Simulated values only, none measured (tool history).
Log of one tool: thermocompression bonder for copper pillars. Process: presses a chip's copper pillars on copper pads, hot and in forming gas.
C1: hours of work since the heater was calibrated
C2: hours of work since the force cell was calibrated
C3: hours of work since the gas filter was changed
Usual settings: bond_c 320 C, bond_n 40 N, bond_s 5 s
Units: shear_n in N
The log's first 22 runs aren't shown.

run 23 hour=176.9 | bond_c=320 bond_n=40 bond_s=13 | C1=148 C2=10 C3=16 | shear_n=75.9
run 24 hour=183.2 | bond_c=320 bond_n=25 bond_s=5 | C1=153 C2=14 C3=20 | shear_n=37.1
run 25 hour=188.6 | bond_c=315 bond_n=40 bond_s=9 | C1=157 C2=18 C3=24 | shear_n=63.0
run 26 hour=197.1 | bond_c=320 bond_n=29 bond_s=4 | C1=163 C2=24 C3=30 | shear_n=37.9
run 27 hour=207.1 | bond_c=344 bond_n=27 bond_s=3 | C1=170 C2=31 C3=37 | shear_n=44.7
run 28 hour=212.2 | bond_c=344 bond_n=27 bond_s=3 | C1=173 C2=35 C3=41 | shear_n=44.6
run 29 hour=217.3 | bond_c=348 bond_n=35 bond_s=10 | C1=177 C2=38 C3=44 | shear_n=86.5
run 30 hour=225.6 | bond_c=329 bond_n=35 bond_s=5 | C1=183 C2=44 C3=50 | shear_n=54.1

5 ways to go on from here, each from the tool as it stands after run 30. What would each give?
run A hour=230.2 | bond_c=322 bond_n=42 bond_s=5 | C1=186 C2=48 C3=54 | shear_n=?
run B hour=230.2 | bond_c=330 bond_n=35 bond_s=10 | C1=186 C2=48 C3=54 | shear_n=?
run C hour=230.2 | bond_c=316 bond_n=40 bond_s=5 | C1=186 C2=48 C3=54 | shear_n=?
run D hour=230.2 | bond_c=290 bond_n=40 bond_s=5 | C1=186 C2=48 C3=54 | shear_n=?
run E hour=230.2 | bond_c=318 bond_n=36 bond_s=11 | C1=186 C2=48 C3=54 | shear_n=?

run=A shear_n=56.5
run=B shear_n=71.3
run=C shear_n=49.6
run=D shear_n=34.0
run=E shear_n=64.7
Without the tool's hidden state the same runs would have given:
run=A shear_n=55.7
run=B shear_n=70.5
run=C shear_n=48.9
run=D shear_n=33.3
run=E shear_n=63.9
